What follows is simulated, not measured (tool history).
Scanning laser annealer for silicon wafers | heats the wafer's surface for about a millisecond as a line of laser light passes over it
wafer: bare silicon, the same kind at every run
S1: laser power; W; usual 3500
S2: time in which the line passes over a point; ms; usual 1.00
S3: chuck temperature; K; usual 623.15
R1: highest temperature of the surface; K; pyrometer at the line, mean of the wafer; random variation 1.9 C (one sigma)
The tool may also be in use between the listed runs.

run,hour,S1,S2,S3,R1
1,0.0,3500,1.00,623.15,1361.15
2,44.8,3500,1.00,623.15,1358.15
3,92.0,3500,1.00,623.15,1355.15
4,135.7,3500,1.07,623.15,1379.15
5,182.4,3500,1.07,623.15,1381.15
6,216.1,3500,1.07,623.15,1378.15
7,249.4,3500,1.07,623.15,1375.15
8,276.4,3500,1.00,623.15,1344.15
9,313.0,3500,1.00,623.15,1344.15
10,344.0,3500,1.00,623.15,1343.15
11,376.5,3500,1.00,623.15,1344.15
12,426.2,3500,0.73,623.15,1222.15
13,452.7,3500,0.73,623.15,1222.15
14,499.6,3500,0.73,623.15,1220.15
15,542.5,3500,1.00,604.15,1314.15
16,566.4,3252,1.00,604.15,1256.15
17,587.7,3131,1.00,652.15,1278.15
18,630.5,3131,1.00,652.15,1274.15
19,669.8,3518,1.07,607.15,1345.15
# hour 697.5: window over the wafer cleaned
20,710.3,3726,1.00,584.15,1385.15
21,741.0,3166,0.87,596.15,1210.15
22,791.3,3270,1.00,613.15,1297.15
23,828.3,3015,1.00,587.15,1209.15
24,877.9,3500,0.86,623.15,1301.15
25,929.1,3500,0.86,623.15,1293.15
26,976.1,3097,0.92,637.15,1244.15
27,1026.9,3097,0.97,637.15,1263.15
28,1070.0,3779,1.01,663.15,1467.15
29,1104.3,3087,0.75,595.15,1132.15
30,1139.2,3087,0.75,595.15,1126.15

Forecast each of these 4 alternatives for the next run:
A,1188.0,3087,0.81,595.15,?
B,1188.0,3500,0.74,618.15,?
C,1188.0,3514,1.25,623.15,?
D,1188.0,3180,0.72,653.15,?

run,R1
A,1152.15
B,1226.15
C,1447.15
D,1189.15
Without the tool's hidden state the same runs would have given:
run,R1
A,1181.15
B,1258.15
C,1490.15
D,1217.15

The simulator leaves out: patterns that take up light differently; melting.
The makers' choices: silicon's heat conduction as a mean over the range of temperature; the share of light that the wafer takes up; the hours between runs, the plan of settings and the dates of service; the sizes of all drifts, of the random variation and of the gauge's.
